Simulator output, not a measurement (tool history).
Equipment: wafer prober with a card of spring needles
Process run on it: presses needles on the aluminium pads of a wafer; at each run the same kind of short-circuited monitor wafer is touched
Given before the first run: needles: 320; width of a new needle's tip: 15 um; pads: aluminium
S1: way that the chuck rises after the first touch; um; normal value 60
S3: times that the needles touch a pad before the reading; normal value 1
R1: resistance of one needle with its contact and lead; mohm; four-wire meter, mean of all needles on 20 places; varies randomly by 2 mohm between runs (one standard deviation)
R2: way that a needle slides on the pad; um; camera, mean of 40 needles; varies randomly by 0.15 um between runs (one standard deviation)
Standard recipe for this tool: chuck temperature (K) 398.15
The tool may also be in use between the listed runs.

{"run": 1, "hour": 0.0, "S1": 60, "chuck temperature (K)": 398.15, "S3": 1, "R1": 269, "R2": 13.07}
{"hour": 5.0, "done": "height of the first contact set anew"}
{"hour": 6.7, "done": "tips cleaned on abrasive film"}
{"hour": 14.6, "done": "tips cleaned on abrasive film"}
{"hour": 22.6, "done": "tips cleaned on abrasive film"}
{"hour": 30.5, "done": "tips cleaned on abrasive film"}
{"hour": 38.4, "done": "tips cleaned on abrasive film"}
{"hour": 46.4, "done": "tips cleaned on abrasive film"}
{"hour": 54.3, "done": "tips cleaned on abrasive film"}
{"run": 2, "hour": 59.2, "S1": 60, "chuck temperature (K)": 398.15, "S3": 1, "R1": 352, "R2": 12.66}
{"hour": 60.9, "done": "tips cleaned on abrasive film"}
{"hour": 67.3, "done": "tips cleaned on abrasive film"}
{"hour": 75.2, "done": "tips cleaned on abrasive film"}
{"hour": 83.1, "done": "tips cleaned on abrasive film"}
{"hour": 89.5, "done": "tips cleaned on abrasive film"}
{"hour": 97.5, "done": "tips cleaned on abrasive film"}
{"hour": 105.4, "done": "tips cleaned on abrasive film"}
{"hour": 112.2, "done": "tips cleaned on abrasive film"}
{"run": 3, "hour": 112.2, "S1": 60, "chuck temperature (K)": 398.15, "S3": 1, "R1": 230, "R2": 12.75}
{"hour": 120.1, "done": "tips cleaned on abrasive film"}
{"hour": 128.0, "done": "tips cleaned on abrasive film"}
{"hour": 136.0, "done": "tips cleaned on abrasive film"}
{"hour": 143.9, "done": "tips cleaned on abrasive film"}
{"hour": 151.9, "done": "tips cleaned on abrasive film"}
{"hour": 159.8, "done": "tips cleaned on abrasive film"}
{"hour": 167.7, "done": "tips cleaned on abrasive film"}
{"hour": 174.1, "done": "tips cleaned on abrasive film"}
{"run": 4, "hour": 174.2, "S1": 60, "chuck temperature (K)": 398.15, "S3": 1, "R1": 235, "R2": 12.63}
{"hour": 180.5, "done": "tips cleaned on abrasive film"}
{"hour": 188.5, "done": "tips cleaned on abrasive film"}
{"hour": 196.4, "done": "tips cleaned on abrasive film"}
{"hour": 204.4, "done": "tips cleaned on abrasive film"}
{"hour": 212.3, "done": "tips cleaned on abrasive film"}
{"hour": 220.2, "done": "tips cleaned on abrasive film"}
{"hour": 226.6, "done": "tips cleaned on abrasive film"}
{"hour": 234.6, "done": "tips cleaned on abrasive film"}
{"hour": 236.4, "done": "height of the first contact set anew, once more"}
{"run": 5, "hour": 240.8, "S1": 60, "chuck temperature (K)": 398.15, "S3": 1, "R1": 357, "R2": 14.41}
{"hour": 242.5, "done": "tips cleaned on abrasive film"}
{"hour": 250.5, "done": "tips cleaned on abrasive film"}
{"hour": 258.4, "done": "tips cleaned on abrasive film"}
{"hour": 266.3, "done": "tips cleaned on abrasive film"}
{"hour": 274.3, "done": "tips cleaned on abrasive film"}
{"hour": 282.2, "done": "tips cleaned on abrasive film"}
{"run": 6, "hour": 283.4, "S1": 60, "chuck temperature (K)": 398.15, "S3": 1, "R1": 264, "R2": 14.1}
{"hour": 289.8, "done": "tips cleaned on abrasive film"}
{"hour": 297.7, "done": "tips cleaned on abrasive film"}
{"hour": 304.1, "done": "tips cleaned on abrasive film"}
{"hour": 312.1, "done": "tips cleaned on abrasive film"}
{"hour": 320.0, "done": "tips cleaned on abrasive film"}
{"hour": 327.9, "done": "tips cleaned on abrasive film"}
{"hour": 334.3, "done": "tips cleaned on abrasive film"}
{"hour": 342.3, "done": "tips cleaned on abrasive film"}
{"run": 7, "hour": 342.8, "S1": 60, "chuck temperature (K)": 398.15, "S3": 1, "R1": 239, "R2": 13.6}
{"hour": 349.1, "done": "tips cleaned on abrasive film"}
{"hour": 355.5, "done": "tips cleaned on abrasive film"}
{"hour": 363.4, "done": "tips cleaned on abrasive film"}
{"hour": 371.4, "done": "tips cleaned on abrasive film"}
{"hour": 379.3, "done": "tips cleaned on abrasive film"}
{"hour": 387.3, "done": "tips cleaned on abrasive film"}
{"run": 8, "hour": 388.9, "S1": 60, "chuck temperature (K)": 398.15, "S3": 1, "R1": 276, "R2": 13.6}
{"hour": 393.8, "done": "tips cleaned on abrasive film"}
{"hour": 401.7, "done": "tips cleaned on abrasive film"}
{"hour": 409.6, "done": "tips cleaned on abrasive film"}
{"hour": 416.0, "done": "tips cleaned on abrasive film"}
{"run": 9, "hour": 416.6, "S1": 60, "chuck temperature (K)": 344.15, "S3": 1, "R1": 241, "R2": 13.55}
{"hour": 423.0, "done": "tips cleaned on abrasive film"}
{"hour": 431.0, "done": "tips cleaned on abrasive film"}
{"hour": 438.9, "done": "tips cleaned on abrasive film"}
{"hour": 446.8, "done": "tips cleaned on abrasive film"}
{"hour": 453.2, "done": "tips cleaned on abrasive film"}
{"hour": 461.2, "done": "tips cleaned on abrasive film"}
{"hour": 469.1, "done": "tips cleaned on abrasive film"}
{"hour": 477.0, "done": "tips cleaned on abrasive film"}
{"run": 10, "hour": 479.5, "S1": 60, "chuck temperature (K)": 305.15, "S3": 1, "R1": 295, "R2": 13.43}
{"hour": 484.3, "done": "tips cleaned on abrasive film"}
{"hour": 492.2, "done": "tips cleaned on abrasive film"}
{"hour": 500.2, "done": "tips cleaned on abrasive film"}
{"hour": 508.1, "done": "tips cleaned on abrasive film"}
{"hour": 516.0, "done": "tips cleaned on abrasive film"}
{"hour": 522.4, "done": "tips cleaned on abrasive film"}
{"hour": 530.4, "done": "tips cleaned on abrasive film"}
{"hour": 538.3, "done": "tips cleaned on abrasive film"}
{"hour": 545.1, "done": "tips cleaned on abrasive film"}
{"run": 11, "hour": 545.1, "S1": 60, "chuck temperature (K)": 346.15, "S3": 1, "R1": 235, "R2": 13.36}
{"hour": 553.0, "done": "tips cleaned on abrasive film"}
{"hour": 561.0, "done": "tips cleaned on abrasive film"}
{"hour": 568.9, "done": "tips cleaned on abrasive film"}
{"hour": 576.9, "done": "tips cleaned on abrasive film"}
{"run": 12, "hour": 582.1, "S1": 60, "chuck temperature (K)": 398.15, "S3": 2, "R1": 319, "R2": 12.98}
{"hour": 583.7, "done": "tips cleaned on abrasive film"}
{"hour": 590.1, "done": "tips cleaned on abrasive film"}
{"hour": 598.0, "done": "tips cleaned on abrasive film"}
{"hour": 606.0, "done": "tips cleaned on abrasive film"}
{"hour": 613.9, "done": "tips cleaned on abrasive film"}
{"hour": 620.3, "done": "tips cleaned on abrasive film"}
{"hour": 628.2, "done": "tips cleaned on abrasive film"}
{"hour": 631.7, "done": "height of the first contact set anew"}
{"hour": 636.1, "done": "tips cleaned on abrasive film"}
{"run": 13, "hour": 636.1, "S1": 60, "chuck temperature (K)": 398.15, "S3": 2, "R1": 232, "R2": 14.16}
{"hour": 642.5, "done": "tips cleaned on abrasive film"}
{"hour": 650.4, "done": "tips cleaned on abrasive film"}
{"hour": 658.3, "done": "tips cleaned on abrasive film"}
{"hour": 664.7, "done": "tips cleaned on abrasive film"}
{"run": 14, "hour": 666.1, "S1": 49, "chuck temperature (K)": 299.15, "S3": 1, "R1": 287, "R2": 11.32}
{"hour": 672.5, "done": "tips cleaned on abrasive film"}
{"hour": 678.8, "done": "tips cleaned on abrasive film"}
{"hour": 686.8, "done": "tips cleaned on abrasive film"}
{"hour": 694.7, "done": "tips cleaned on abrasive film"}
{"hour": 702.7, "done": "tips cleaned on abrasive film"}
{"hour": 709.6, "done": "tips cleaned on abrasive film"}
{"run": 15, "hour": 709.6, "S1": 44, "chuck temperature (K)": 309.15, "S3": 2, "R1": 229, "R2": 10.14}
{"hour": 717.5, "done": "tips cleaned on abrasive film"}
{"hour": 725.5, "done": "tips cleaned on abrasive film"}
{"hour": 733.4, "done": "tips cleaned on abrasive film"}
{"hour": 741.4, "done": "tips cleaned on abrasive film"}
{"hour": 747.7, "done": "tips cleaned on abrasive film"}
{"hour": 755.7, "done": "tips cleaned on abrasive film"}
{"hour": 762.1, "done": "tips cleaned on abrasive film"}
{"run": 16, "hour": 765.1, "S1": 49, "chuck temperature (K)": 355.15, "S3": 2, "R1": 314, "R2": 11.16}
{"hour": 769.9, "done": "tips cleaned on abrasive film"}
{"hour": 777.9, "done": "tips cleaned on abrasive film"}
{"hour": 785.8, "done": "tips cleaned on abrasive film"}
{"hour": 792.2, "done": "tips cleaned on abrasive film"}
{"hour": 800.1, "done": "tips cleaned on abrasive film"}
{"run": 17, "hour": 805.7, "S1": 69, "chuck temperature (K)": 358.15, "S3": 2, "R1": 284, "R2": 16.3}
{"hour": 807.3, "done": "tips cleaned on abrasive film"}
{"hour": 813.7, "done": "tips cleaned on abrasive film"}
{"hour": 821.7, "done": "tips cleaned on abrasive film"}
{"hour": 829.6, "done": "tips cleaned on abrasive film"}
{"hour": 837.5, "done": "tips cleaned on abrasive film"}
{"hour": 845.5, "done": "tips cleaned on abrasive film"}
{"run": 18, "hour": 848.2, "S1": 42, "chuck temperature (K)": 398.15, "S3": 2, "R1": 344, "R2": 9.47}
{"hour": 853.0, "done": "tips cleaned on abrasive film"}
{"hour": 861.0, "done": "tips cleaned on abrasive film"}
{"hour": 868.9, "done": "tips cleaned on abrasive film"}
{"hour": 875.3, "done": "tips cleaned on abrasive film"}
{"hour": 883.2, "done": "tips cleaned on abrasive film"}
{"hour": 891.2, "done": "tips cleaned on abrasive film"}
{"hour": 899.1, "done": "tips cleaned on abrasive film"}
{"hour": 905.5, "done": "tips cleaned on abrasive film"}
{"hour": 913.4, "done": "tips cleaned on abrasive film"}
{"run": 19, "hour": 914.6, "S1": 42, "chuck temperature (K)": 398.15, "S3": 2, "R1": 318, "R2": 9.17}
{"hour": 920.9, "done": "tips cleaned on abrasive film"}
{"hour": 928.9, "done": "tips cleaned on abrasive film"}
{"hour": 936.8, "done": "tips cleaned on abrasive film"}
{"hour": 944.8, "done": "tips cleaned on abrasive film"}
{"hour": 952.7, "done": "tips cleaned on abrasive film"}
{"hour": 960.6, "done": "tips cleaned on abrasive film"}
{"hour": 968.6, "done": "tips cleaned on abrasive film"}
{"run": 20, "hour": 969.2, "S1": 60, "chuck temperature (K)": 303.15, "S3": 1, "R1": 256, "R2": 13.36}
{"hour": 975.6, "done": "tips cleaned on abrasive film"}
{"hour": 983.5, "done": "tips cleaned on abrasive film"}
{"hour": 991.5, "done": "tips cleaned on abrasive film"}
{"hour": 997.8, "done": "tips cleaned on abrasive film"}
{"run": 21, "hour": 1003.9, "S1": 60, "chuck temperature (K)": 337.15, "S3": 3, "R1": 288, "R2": 13.06}
{"hour": 1005.6, "done": "tips cleaned on abrasive film"}
{"hour": 1012.0, "done": "tips cleaned on abrasive film"}
{"hour": 1019.9, "done": "tips cleaned on abrasive film"}
{"hour": 1026.5, "done": "height of the first contact set anew"}
{"hour": 1028.2, "done": "tips cleaned on abrasive film"}
{"hour": 1036.1, "done": "tips cleaned on abrasive film"}
{"run": 22, "hour": 1039.7, "S1": 41, "chuck temperature (K)": 398.15, "S3": 2, "R1": 380, "R2": 9.72}

4 ways to go on from here, each from the tool as it stands after run 22. What would each give?
{"hour": 1042.9, "done": "tips cleaned on abrasive film"}
{"hour": 1050.9, "done": "tips cleaned on abrasive film"}
{"hour": 1058.8, "done": "tips cleaned on abrasive film"}
{"hour": 1066.8, "done": "tips cleaned on abrasive film"}
{"hour": 1073.1, "done": "tips cleaned on abrasive film"}
{"hour": 1081.1, "done": "tips cleaned on abrasive film"}
{"run": "A", "hour": 1084.2, "S1": 41, "chuck temperature (K)": 398.15, "S3": 1, "R1": "?", "R2": "?"}
{"hour": 1042.9, "done": "tips cleaned on abrasive film"}
{"hour": 1050.9, "done": "tips cleaned on abrasive film"}
{"hour": 1058.8, "done": "tips cleaned on abrasive film"}
{"hour": 1066.8, "done": "tips cleaned on abrasive film"}
{"hour": 1073.1, "done": "tips cleaned on abrasive film"}
{"hour": 1081.1, "done": "tips cleaned on abrasive film"}
{"run": "B", "hour": 1084.2, "S1": 42, "chuck temperature (K)": 332.15, "S3": 2, "R1": "?", "R2": "?"}
{"hour": 1042.9, "done": "tips cleaned on abrasive film"}
{"hour": 1050.9, "done": "tips cleaned on abrasive film"}
{"hour": 1058.8, "done": "tips cleaned on abrasive film"}
{"hour": 1066.8, "done": "tips cleaned on abrasive film"}
{"hour": 1073.1, "done": "tips cleaned on abrasive film"}
{"hour": 1081.1, "done": "tips cleaned on abrasive film"}
{"run": "C", "hour": 1084.2, "S1": 53, "chuck temperature (K)": 364.15, "S3": 2, "R1": "?", "R2": "?"}
{"hour": 1042.9, "done": "tips cleaned on abrasive film"}
{"hour": 1050.9, "done": "tips cleaned on abrasive film"}
{"hour": 1058.8, "done": "tips cleaned on abrasive film"}
{"hour": 1066.8, "done": "tips cleaned on abrasive film"}
{"hour": 1073.1, "done": "tips cleaned on abrasive film"}
{"hour": 1081.1, "done": "tips cleaned on abrasive film"}
{"run": "D", "hour": 1084.2, "S1": 40, "chuck temperature (K)": 304.15, "S3": 2, "R1": "?", "R2": "?"}

run=A R1=467 R2=9.52
run=B R1=370 R2=9.57
run=C R1=307 R2=12.31
run=D R1=382 R2=9.39
Had the tool no hidden state, the same runs would have come out as:
run=A R1=217 R2=9.69
run=B R1=204 R2=9.74
run=C R1=204 R2=12.48
run=D R1=195 R2=9.56

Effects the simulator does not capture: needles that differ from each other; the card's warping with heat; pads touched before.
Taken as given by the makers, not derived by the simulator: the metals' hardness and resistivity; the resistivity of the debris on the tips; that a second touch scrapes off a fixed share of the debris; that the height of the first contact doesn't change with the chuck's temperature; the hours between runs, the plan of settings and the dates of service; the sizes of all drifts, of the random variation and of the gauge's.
